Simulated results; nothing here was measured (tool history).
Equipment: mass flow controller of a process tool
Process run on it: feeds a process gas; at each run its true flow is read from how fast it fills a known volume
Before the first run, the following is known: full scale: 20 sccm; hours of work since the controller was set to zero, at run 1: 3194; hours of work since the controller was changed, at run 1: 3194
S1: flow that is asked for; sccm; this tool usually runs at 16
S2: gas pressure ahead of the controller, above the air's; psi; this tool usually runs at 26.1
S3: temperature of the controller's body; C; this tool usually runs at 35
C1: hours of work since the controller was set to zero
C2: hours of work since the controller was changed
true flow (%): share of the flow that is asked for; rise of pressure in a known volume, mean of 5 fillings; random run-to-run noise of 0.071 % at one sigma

run 1 hour=0.0 | S1=16 S2=26.1 S3=35 | C1=3194 C2=3194 | true_flow_(%)=99.49
run 2 hour=166.5 | S1=16 S2=26.1 S3=35 | C1=3276 C2=3276 | true_flow_(%)=99.37
run 3 hour=372.1 | S1=16 S2=26.1 S3=35 | C1=3378 C2=3378 | true_flow_(%)=99.28
run 4 hour=661.4 | S1=16 S2=26.1 S3=35 | C1=3521 C2=3521 | true_flow_(%)=99.31
run 5 hour=857.7 | S1=16 S2=26.1 S3=35 | C1=3619 C2=3619 | true_flow_(%)=99.23
run 6 hour=1076.7 | S1=16 S2=26.1 S3=35 | C1=3727 C2=3727 | true_flow_(%)=99.19
run 7 hour=1324.2 | S1=16 S2=26.1 S3=30 | C1=3850 C2=3850 | true_flow_(%)=98.82
run 8 hour=1506.8 | S1=16 S2=26.1 S3=30 | C1=3940 C2=3940 | true_flow_(%)=98.86
run 9 hour=1687.1 | S1=16 S2=26.1 S3=30 | C1=4030 C2=4030 | true_flow_(%)=98.74
run 10 hour=1893.1 | S1=16 S2=26.1 S3=30 | C1=4132 C2=4132 | true_flow_(%)=98.82
run 11 hour=2093.5 | S1=16 S2=26.1 S3=35 | C1=4231 C2=4231 | true_flow_(%)=99.02
run 12 hour=2301.6 | S1=16 S2=27.8 S3=35 | C1=4334 C2=4334 | true_flow_(%)=99.05
run 13 hour=2579.6 | S1=16 S2=26.1 S3=35 | C1=4472 C2=4472 | true_flow_(%)=98.87
run 14 hour=2774.4 | S1=16 S2=26.1 S3=35 | C1=4569 C2=4569 | true_flow_(%)=98.94
run 15 hour=2946.3 | S1=16 S2=26.1 S3=35 | C1=4654 C2=4654 | true_flow_(%)=98.89
run 16 hour=3242.1 | S1=16 S2=26.1 S3=35 | C1=4801 C2=4801 | true_flow_(%)=98.85
run 17 hour=3518.7 | S1=16 S2=26.1 S3=35 | C1=4938 C2=4938 | true_flow_(%)=98.91
run 18 hour=3743.7 | S1=16 S2=26.1 S3=35 | C1=5049 C2=5049 | true_flow_(%)=98.79
run 19 hour=4068.9 | S1=16 S2=26.1 S3=24 | C1=5210 C2=5210 | true_flow_(%)=98.27
run 20 hour=4346.0 | S1=16 S2=26.1 S3=24 | C1=5348 C2=5348 | true_flow_(%)=98.11
run 21 hour=4650.2 | S1=2 S2=26.1 S3=35 | C1=5498 C2=5498 | true_flow_(%)=92.76
run 22 hour=4870.8 | S1=2 S2=26.1 S3=35 | C1=5608 C2=5608 | true_flow_(%)=92.62
run 23 hour=5163.3 | S1=2 S2=26.1 S3=35 | C1=5753 C2=5753 | true_flow_(%)=92.36
run 24 hour=5460.7 | S1=17 S2=26.1 S3=25 | C1=5900 C2=5900 | true_flow_(%)=98.17
run 25 hour=5682.8 | S1=16 S2=26.1 S3=25 | C1=6010 C2=6010 | true_flow_(%)=98.19
run 26 hour=5894.2 | S1=16 S2=26.1 S3=25 | C1=6115 C2=6115 | true_flow_(%)=98.03
-- hour=6016.2 controller's zero set anew
run 27 hour=6038.7 | S1=12 S2=30.9 S3=22 | C1=11 C2=6186 | true_flow_(%)=99.02
run 28 hour=6358.2 | S1=7 S2=21.8 S3=28 | C1=170 C2=6345 | true_flow_(%)=98.47
run 29 hour=6512.9 | S1=7 S2=21.8 S3=28 | C1=246 C2=6421 | true_flow_(%)=98.48
run 30 hour=6663.8 | S1=16 S2=29.4 S3=31 | C1=321 C2=6496 | true_flow_(%)=99.35
run 31 hour=6964.8 | S1=2 S2=22.2 S3=26 | C1=470 C2=6645 | true_flow_(%)=97.76
run 32 hour=7257.9 | S1=6 S2=30.0 S3=35 | C1=615 C2=6791 | true_flow_(%)=99.03
run 33 hour=7543.3 | S1=4 S2=30.0 S3=33 | C1=757 C2=6932 | true_flow_(%)=98.59
run 34 hour=7745.0 | S1=4 S2=30.0 S3=33 | C1=857 C2=7032 | true_flow_(%)=98.65
run 35 hour=8000.8 | S1=5 S2=23.2 S3=32 | C1=984 C2=7159 | true_flow_(%)=98.27
run 36 hour=8295.9 | S1=7 S2=23.2 S3=32 | C1=1130 C2=7305 | true_flow_(%)=98.43
run 37 hour=8483.8 | S1=19 S2=37.1 S3=39 | C1=1223 C2=7398 | true_flow_(%)=99.90
run 38 hour=8814.8 | S1=19 S2=37.1 S3=39 | C1=1387 C2=7562 | true_flow_(%)=99.94
run 39 hour=9023.3 | S1=3 S2=29.6 S3=35 | C1=1490 C2=7666 | true_flow_(%)=97.92
run 40 hour=9332.3 | S1=3 S2=32.1 S3=29 | C1=1644 C2=7819 | true_flow_(%)=97.60
run 41 hour=9553.0 | S1=3 S2=32.1 S3=29 | C1=1753 C2=7928 | true_flow_(%)=97.56
run 42 hour=9788.9 | S1=9 S2=21.0 S3=31 | C1=1870 C2=8045 | true_flow_(%)=98.06
run 43 hour=9962.6 | S1=2 S2=26.1 S3=29 | C1=1956 C2=8131 | true_flow_(%)=96.30
run 44 hour=10264.1 | S1=2 S2=26.1 S3=29 | C1=2105 C2=8281 | true_flow_(%)=96.11
run 45 hour=10593.7 | S1=17 S2=26.3 S3=36 | C1=2269 C2=8444 | true_flow_(%)=99.02

Branching from run 45: 3 alternative next runs. What would each branch give?
run A hour=10905.2 | S1=12 S2=26.3 S3=29 | C1=2423 C2=8599 | true_flow_(%)=?
run B hour=10905.2 | S1=16 S2=24.1 S3=25 | C1=2423 C2=8599 | true_flow_(%)=?
run C hour=10905.2 | S1=19 S2=26.5 S3=36 | C1=2423 C2=8599 | true_flow_(%)=?

run=A true_flow_(%)=98.37
run=B true_flow_(%)=98.24
run=C true_flow_(%)=98.97
With the hidden condition removed and each run's random variation left untouched, the same runs would have given:
run=A true_flow_(%)=99.91
run=B true_flow_(%)=99.67
run=C true_flow_(%)=100.35
